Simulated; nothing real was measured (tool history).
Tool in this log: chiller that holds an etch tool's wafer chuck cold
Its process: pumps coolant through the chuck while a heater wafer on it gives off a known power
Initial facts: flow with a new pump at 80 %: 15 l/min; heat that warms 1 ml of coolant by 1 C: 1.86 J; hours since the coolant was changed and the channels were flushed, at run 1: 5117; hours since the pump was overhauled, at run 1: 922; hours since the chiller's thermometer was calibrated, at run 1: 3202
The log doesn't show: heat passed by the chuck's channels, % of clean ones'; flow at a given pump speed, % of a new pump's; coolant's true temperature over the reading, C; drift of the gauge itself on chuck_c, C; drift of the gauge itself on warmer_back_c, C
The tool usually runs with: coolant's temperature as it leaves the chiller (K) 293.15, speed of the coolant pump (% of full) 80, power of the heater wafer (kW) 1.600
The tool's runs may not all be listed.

run,day,coolant's temperature as it leaves the chiller (K),speed of the coolant pump (% of full),power of the heater wafer (kW),hours since the coolant was changed and the channels were flushed,hours since the pump was overhauled,hours since the chiller's thermometer was calibrated,chuck's temperature once it has settled (K),how much warmer the coolant comes back (C)
1,0.000,293.15,80,1.600,5117,922,3202,303.95,3.43
2,2.712,295.15,80,1.600,5182,987,3267,305.95,3.40
3,4.854,293.15,80,1.898,5233,1038,3319,305.95,4.10
4,7.004,293.15,80,1.898,5285,1090,3370,306.05,4.06
5,8.746,293.15,80,1.898,5327,1132,3412,306.05,4.08
6,11.629,293.15,80,1.898,5396,1201,3481,306.05,4.08
7,14.154,293.15,86,1.600,5456,1262,3542,303.75,3.20
8,17.104,293.15,86,1.600,5527,1332,3613,303.75,3.14
9,18.633,293.15,71,1.600,5564,1369,3650,304.75,3.94
10,20.688,303.15,82,1.600,5613,1418,3699,313.75,3.40
11,22.558,302.15,80,0.920,5658,1463,3744,308.25,1.97
12,24.812,291.15,80,1.600,5712,1517,3798,301.95,3.43
13,27.592,291.15,81,1.600,5779,1584,3865,301.85,3.37

Forecast each of these 3 alternatives for the next run:
A,30.504,293.15,94,1.600,5849,1654,3934,?,?
B,30.504,290.15,88,1.276,5849,1654,3934,?,?
C,30.504,301.15,80,1.600,5849,1654,3934,?,?

run,chuck's temperature once it has settled (K),how much warmer the coolant comes back (C)
A,303.15,2.87
B,298.35,2.46
C,312.05,3.45
Stripped of hidden state, with their random variation kept, the same runs would have yielded:
run,chuck's temperature once it has settled (K),how much warmer the coolant comes back (C)
A,303.15,2.87
B,298.35,2.46
C,312.05,3.45
